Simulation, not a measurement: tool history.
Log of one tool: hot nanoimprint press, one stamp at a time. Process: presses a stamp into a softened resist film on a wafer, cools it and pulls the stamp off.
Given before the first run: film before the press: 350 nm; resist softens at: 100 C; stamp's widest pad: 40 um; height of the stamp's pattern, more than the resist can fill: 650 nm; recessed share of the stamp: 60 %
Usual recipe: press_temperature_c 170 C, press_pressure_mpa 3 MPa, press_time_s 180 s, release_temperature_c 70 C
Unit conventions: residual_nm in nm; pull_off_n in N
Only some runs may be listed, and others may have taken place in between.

run	day	press_temperature_c	press_pressure_mpa	press_time_s	release_temperature_c	residual_nm	pull_off_n
1	0	170	3	180	70	135.6	232
2	0.6	170	3	180	70	135.5	228
3	1.233	170	3	180	70	136.2	233
4	2.062	168	3	180	70	143.5	231
5	2.479	168	3	180	70	143.6	233
# day 3.067: stamp cleaned and given a new release coat
6	3.596	168	3	180	70	142.9	231
7	4.317	168	3	180	70	143.2	232
8	5.233	168	3	180	70	142.8	232
9	5.817	168	3	180	70	143.4	234
10	6.208	168	3	180	70	143.5	231
11	6.842	170	3	180	70	134.5	233
12	7.558	170	3	180	70	135.9	233
13	8.158	170	3.04	180	70	135.4	232
14	8.975	170	3.04	180	70	134.9	234
15	9.583	168	2.23	352	70	131.8	236
16	10.221	170	2.13	257	70	143.6	232
17	10.979	170	2.13	257	70	142.9	232
# day 11.283: stamp cleaned and given a new release coat
18	12.15	170	2.27	159	70	164.6	238
19	12.825	170	2.27	159	70	164	225
20	13.221	170	2.27	159	70	164.9	230
21	13.721	160	3.79	159	78	169.8	211
22	14.592	160	3.79	159	78	169.3	210
23	15.538	160	3.79	159	78	168.8	206
24	16.35	170	3.19	124	75	151.2	212
25	17.104	170	3.19	124	75	151.7	214
26	17.675	170	3	115	70	161.9	241
27	18.408	178	3	180	70	108.3	228

Alternative continuations, all from the tool just after run 27; predict every row:
A	18.942	170	3.88	205	58	?	?
B	18.942	170	2.08	180	70	?	?
C	18.942	180	3.15	145	70	?	?

run	residual_nm	pull_off_n
A	112.4	275
B	164.2	237
C	109.3	233
With no hidden state in the tool, these same runs would have given:
run	residual_nm	pull_off_n
A	112	272
B	163.9	235
C	109	231

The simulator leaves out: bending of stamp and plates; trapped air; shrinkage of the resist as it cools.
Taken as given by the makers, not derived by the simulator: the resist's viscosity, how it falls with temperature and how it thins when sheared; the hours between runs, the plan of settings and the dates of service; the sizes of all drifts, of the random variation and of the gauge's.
